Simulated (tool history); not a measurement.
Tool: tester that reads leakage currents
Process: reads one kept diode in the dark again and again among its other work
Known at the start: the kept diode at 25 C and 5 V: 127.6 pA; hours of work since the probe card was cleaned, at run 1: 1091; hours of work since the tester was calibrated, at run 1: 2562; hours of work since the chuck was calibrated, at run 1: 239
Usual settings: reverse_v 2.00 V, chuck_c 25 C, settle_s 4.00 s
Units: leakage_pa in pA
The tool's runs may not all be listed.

run	hour	reverse_v	chuck_c	settle_s	hours of work since the probe card was cleaned	hours of work since the tester was calibrated	hours of work since the chuck was calibrated	leakage_pa
1	0.0	2.00	25	4.00	1091	2562	239	90.92
2	177.7	2.00	25	4.00	1171	2642	319	88.76
3	342.4	2.00	25	4.00	1245	2716	393	87.11
4	459.7	2.00	25	4.00	1298	2769	446	86.12
5	589.4	6.10	25	4.00	1356	2827	504	124.31
# hour 603.7: probe card cleaned and baked
6	704.8	2.63	25	4.00	45	2878	555	92.94
7	874.4	2.63	25	0.32	122	2954	631	92.75
8	1021.3	2.63	25	0.32	188	3020	697	91.76
9	1132.4	2.63	25	0.32	238	3070	747	91.08
# hour 1218.8: probe card cleaned and baked, once more
10	1290.1	2.01	34	7.70	32	3139	816	170.37
# hour 1305.3: chuck's temperature calibrated
11	1383.6	14.20	34	0.40	73	3181	35	393.63
12	1569.9	14.20	34	0.40	157	3264	119	388.26
13	1667.5	13.88	27	6.37	201	3308	163	205.96
14	1836.7	13.88	24	0.40	277	3384	239	164.83
15	1935.7	15.33	40	0.40	321	3429	283	620.17

Forecast each of these 3 alternatives for the next run:
A	2044.8	15.33	40	0.40	370	3478	332	?
B	2044.8	4.58	40	0.84	370	3478	332	?
C	2044.8	1.12	52	1.17	370	3478	332	?

run	leakage_pa
A	611.29
B	409.16
C	659.43
Without the tool's hidden state the same runs would have given:
run	leakage_pa
A	652.56
B	438.33
C	704.03
